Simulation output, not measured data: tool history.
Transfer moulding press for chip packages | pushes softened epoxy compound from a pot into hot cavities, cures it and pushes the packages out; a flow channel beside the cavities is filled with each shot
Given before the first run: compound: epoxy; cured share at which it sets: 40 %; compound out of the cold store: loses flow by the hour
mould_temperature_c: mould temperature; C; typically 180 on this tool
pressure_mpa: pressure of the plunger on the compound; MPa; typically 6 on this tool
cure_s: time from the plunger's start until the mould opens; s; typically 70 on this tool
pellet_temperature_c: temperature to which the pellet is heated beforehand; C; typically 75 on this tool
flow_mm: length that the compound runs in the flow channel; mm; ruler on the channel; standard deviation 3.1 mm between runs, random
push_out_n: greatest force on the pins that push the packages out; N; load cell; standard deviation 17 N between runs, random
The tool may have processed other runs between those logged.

| run | hour | mould_temperature_c | pressure_mpa | cure_s | pellet_temperature_c | incoming compound's hours out of the cold store | flow_mm | push_out_n |
|---|---|---|---|---|---|---|---|---|
| 1 | 0 | 180 | 6 | 70 | 75 | 21.2 | 895 | 1636 |
|  | 9 | cavities cleaned with cleaning compound and waxed |
|  | 45.8 | cavities cleaned with cleaning compound and waxed |
| 2 | 61.8 | 180 | 6 | 70 | 75 | 10.6 | 909 | 1487 |
|  | 79.8 | cavities cleaned with cleaning compound and waxed |
| 3 | 90.4 | 180 | 6 | 70 | 75 | 47.8 | 844 | 1118 |
|  | 115.7 | cavities cleaned with cleaning compound and waxed |
| 4 | 127.2 | 180 | 6 | 70 | 75 | 21.7 | 880 | 1359 |
|  | 150.1 | cavities cleaned with cleaning compound and waxed |
| 5 | 172 | 180 | 6 | 70 | 75 | 13.9 | 886 | 1676 |
|  | 178.6 | plunger's sealing rings changed |
|  | 188.2 | cavities cleaned with cleaning compound and waxed |
|  | 223.5 | cavities cleaned with cleaning compound and waxed |
| 6 | 233.6 | 180 | 6 | 70 | 75 | 8.1 | 922 | 1375 |
|  | 260.6 | cavities cleaned with cleaning compound and waxed |
|  | 294.5 | cavities cleaned with cleaning compound and waxed |
| 7 | 294.5 | 180 | 6 | 70 | 75 | 13.8 | 906 | 879 |
| 8 | 323.3 | 180 | 6 | 70 | 75 | 38.6 | 858 | 1702 |
|  | 330.8 | cavities cleaned with cleaning compound and waxed |
|  | 365.2 | cavities cleaned with cleaning compound and waxed |
| 9 | 385.1 | 180 | 6 | 70 | 75 | 23.9 | 875 | 1564 |
|  | 403.6 | cavities cleaned with cleaning compound and waxed |
| 10 | 429.6 | 180 | 6 | 70 | 75 | 16.6 | 881 | 1747 |
|  | 435.8 | plunger's sealing rings changed |
|  | 440.8 | cavities cleaned with cleaning compound and waxed |
| 11 | 470.7 | 180 | 6 | 70 | 75 | 30.7 | 895 | 1717 |
|  | 475 | cavities cleaned with cleaning compound and waxed |
| 12 | 506.8 | 180 | 6 | 70 | 75 | 45.1 | 862 | 1724 |
|  | 514 | cavities cleaned with cleaning compound and waxed |
|  | 535.4 | mould's thermocouples calibrated |
| 13 | 547.6 | 180 | 6 | 70 | 75 | 25.9 | 889 | 1804 |
|  | 552.3 | cavities cleaned with cleaning compound and waxed |
| 14 | 582.8 | 180 | 6 | 70 | 75 | 34.8 | 871 | 1854 |
|  | 589.8 | cavities cleaned with cleaning compound and waxed |
|  | 624.8 | cavities cleaned with cleaning compound and waxed |
| 15 | 640.9 | 180 | 6.45 | 70 | 74 | 46.7 | 874 | 1442 |
|  | 661.6 | cavities cleaned with cleaning compound and waxed |
|  | 667.2 | mould's thermocouples calibrated, once more |
|  | 695 | plunger's sealing rings changed |
| 16 | 695 | 180 | 6.45 | 70 | 74 | 44.1 | 895 | 1573 |
|  | 702.6 | cavities cleaned with cleaning compound and waxed |
| 17 | 723.5 | 180 | 7.39 | 70 | 71 | 23.1 | 994 | 1512 |
|  | 738.6 | cavities cleaned with cleaning compound and waxed |
|  | 772.5 | cavities cleaned with cleaning compound and waxed |
| 18 | 776.2 | 174 | 6 | 70 | 83 | 47.3 | 882 | 1401 |
|  | 807.6 | cavities cleaned with cleaning compound and waxed |
| 19 | 822.4 | 174 | 5.66 | 93 | 83 | 43.4 | 856 | 1106 |
|  | 841.2 | cavities cleaned with cleaning compound and waxed |
|  | 877.6 | cavities cleaned with cleaning compound and waxed |
| 20 | 884.4 | 183 | 6 | 70 | 67 | 47 | 828 | 915 |
|  | 913.6 | cavities cleaned with cleaning compound and waxed |
|  | 947.2 | cavities cleaned with cleaning compound and waxed |
| 21 | 947.2 | 173 | 7.44 | 76 | 70 | 22.1 | 1011 | 1156 |
|  | 955.3 | plunger's sealing rings changed |
|  | 986 | cavities cleaned with cleaning compound and waxed |
| 22 | 1001.3 | 173 | 7.44 | 76 | 70 | 27.5 | 1029 | 1883 |
|  | 1019.7 | cavities cleaned with cleaning compound and waxed |
|  | 1057.5 | cavities cleaned with cleaning compound and waxed |
| 23 | 1062.8 | 173 | 7.44 | 76 | 70 | 41.3 | 992 | 1489 |
|  | 1093.6 | cavities cleaned with cleaning compound and waxed |
| 24 | 1112 | 184 | 5.85 | 76 | 69 | 33.6 | 836 | 983 |

Consider 3 possible next runs. They are alternatives, not a sequence: every one starts from the tool as it was left by run 24. What does each give?
|  | 1128.6 | cavities cleaned with cleaning compound and waxed |
|  | 1167.9 | cavities cleaned with cleaning compound and waxed |
| A | 1173.3 | 180 | 5.84 | 106 | 84 | 22.8 | ? | ? |
|  | 1128.6 | cavities cleaned with cleaning compound and waxed |
|  | 1167.9 | cavities cleaned with cleaning compound and waxed |
| B | 1173.3 | 180 | 6 | 54 | 75 | 20.9 | ? | ? |
|  | 1128.6 | cavities cleaned with cleaning compound and waxed |
|  | 1167.9 | cavities cleaned with cleaning compound and waxed |
| C | 1173.3 | 180 | 6 | 77 | 75 | 14.1 | ? | ? |

| run | flow_mm | push_out_n |
|---|---|---|
| A | 864 | 561 |
| B | 882 | 2057 |
| C | 893 | 809 |
Without the tool's unlogged condition, the same runs would have read:
| run | flow_mm | push_out_n |
|---|---|---|
| A | 892 | 428 |
| B | 911 | 1561 |
| C | 923 | 609 |
